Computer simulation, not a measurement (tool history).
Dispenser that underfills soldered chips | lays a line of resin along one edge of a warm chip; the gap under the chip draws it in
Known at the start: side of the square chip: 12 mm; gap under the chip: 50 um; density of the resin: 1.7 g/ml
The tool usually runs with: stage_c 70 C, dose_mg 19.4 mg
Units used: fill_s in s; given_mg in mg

| run | hour | stage_c | dose_mg | fill_s | given_mg |
|---|---|---|---|---|---|
| 1 | 0.0 | 70 | 19.4 | 324.6 | 18.73 |
|  | 9.3 | new syringe of resin |
|  | 13.9 | dispensing valve cleaned and set on the balance |
| 2 | 14.7 | 70 | 19.4 | 338.1 | 19.48 |
| 3 | 20.8 | 70 | 19.4 | 485.0 | 19.30 |
|  | 23.9 | new syringe of resin |
| 4 | 29.2 | 70 | 19.4 | 369.6 | 19.20 |
|  | 37.1 | new syringe of resin |
| 5 | 43.2 | 63 | 19.4 | 530.7 | 19.24 |
| 6 | 49.0 | 70 | 24.9 | 528.2 | 24.58 |
|  | 50.1 | new syringe of resin |
| 7 | 58.4 | 81 | 19.4 | 270.8 | 19.06 |
|  | 63.9 | new syringe of resin |
| 8 | 65.3 | 81 | 19.4 | 185.3 | 19.00 |
| 9 | 72.9 | 81 | 19.4 | 286.8 | 18.89 |
|  | 76.7 | new syringe of resin |
| 10 | 82.0 | 81 | 18.8 | 226.6 | 18.22 |
| 11 | 88.3 | 81 | 18.8 | 326.3 | 18.10 |
|  | 89.9 | new syringe of resin |
|  | 94.5 | dispensing valve cleaned and set on the balance |
| 12 | 102.3 | 71 | 18.8 | 496.3 | 18.76 |
|  | 104.2 | new syringe of resin |
| 13 | 110.8 | 71 | 18.8 | 372.5 | 18.51 |
|  | 117.0 | new syringe of resin |
| 14 | 117.0 | 71 | 18.8 | 257.0 | 18.58 |
| 15 | 126.9 | 71 | 18.8 | 447.5 | 18.47 |
|  | 130.0 | new syringe of resin |
| 16 | 137.0 | 70 | 19.4 | 403.7 | 18.98 |
|  | 142.7 | new syringe of resin |
| 17 | 148.5 | 70 | 19.4 | 362.7 | 18.78 |
|  | 155.7 | new syringe of resin |
| 18 | 160.3 | 80 | 19.4 | 228.5 | 18.77 |
|  | 168.7 | new syringe of resin |
|  | 175.0 | dispensing valve cleaned and set on the balance |
| 19 | 175.0 | 80 | 20.0 | 232.3 | 20.08 |
|  | 182.4 | new syringe of resin |
| 20 | 187.4 | 80 | 22.5 | 223.8 | 22.36 |
|  | 195.2 | new syringe of resin |
| 21 | 195.2 | 58 | 21.8 | 462.5 | 21.56 |
| 22 | 202.7 | 55 | 18.1 | 845.6 | 17.93 |
|  | 207.8 | new syringe of resin |
| 23 | 211.4 | 70 | 25.0 | 313.6 | 24.60 |
|  | 221.0 | new syringe of resin |
| 24 | 221.3 | 70 | 25.0 | 257.4 | 24.47 |
| 25 | 229.0 | 70 | 25.0 | 405.3 | 24.28 |
|  | 234.3 | new syringe of resin |
|  | 242.5 | stage's temperature calibrated |
| 26 | 242.7 | 77 | 23.2 | 316.2 | 22.51 |
|  | 248.2 | new syringe of resin |
| 27 | 248.7 | 77 | 23.2 | 210.0 | 22.28 |
|  | 256.4 | dispensing valve cleaned and set on the balance |
| 28 | 260.6 | 77 | 23.2 | 398.7 | 23.11 |
|  | 262.5 | new syringe of resin |
| 29 | 270.2 | 77 | 23.2 | 328.1 | 22.97 |
|  | 275.3 | new syringe of resin |
| 30 | 280.3 | 65 | 18.4 | 475.7 | 18.20 |
|  | 288.1 | new syringe of resin |
| 31 | 290.0 | 64 | 17.5 | 428.3 | 17.09 |
|  | 300.9 | new syringe of resin |
| 32 | 303.1 | 64 | 17.5 | 430.0 | 17.09 |
| 33 | 310.0 | 71 | 21.4 | 456.6 | 20.72 |
|  | 314.2 | new syringe of resin |
| 34 | 321.8 | 71 | 21.4 | 414.4 | 20.66 |

What if the next run were any one of these 5? Each begins from the tool's condition after run 34:
|  | 327.3 | new syringe of resin |
| A | 332.3 | 61 | 23.1 | ? | ? |
|  | 327.3 | new syringe of resin |
| B | 332.3 | 72 | 22.7 | ? | ? |
|  | 327.3 | new syringe of resin |
| C | 332.3 | 76 | 23.4 | ? | ? |
|  | 327.3 | new syringe of resin |
| D | 332.3 | 65 | 23.7 | ? | ? |
|  | 327.3 | new syringe of resin |
| E | 332.3 | 55 | 17.0 | ? | ? |

| run | fill_s | given_mg |
|---|---|---|
| A | 577.2 | 22.09 |
| B | 344.3 | 21.90 |
| C | 288.5 | 22.44 |
| D | 462.9 | 22.69 |
| E | 785.2 | 16.30 |
Had the tool no hidden state, the same runs would have come out as:
| run | fill_s | given_mg |
|---|---|---|
| A | 433.6 | 22.96 |
| B | 258.4 | 22.75 |
| C | 216.5 | 23.32 |
| D | 347.7 | 23.58 |
| E | 585.5 | 16.94 |
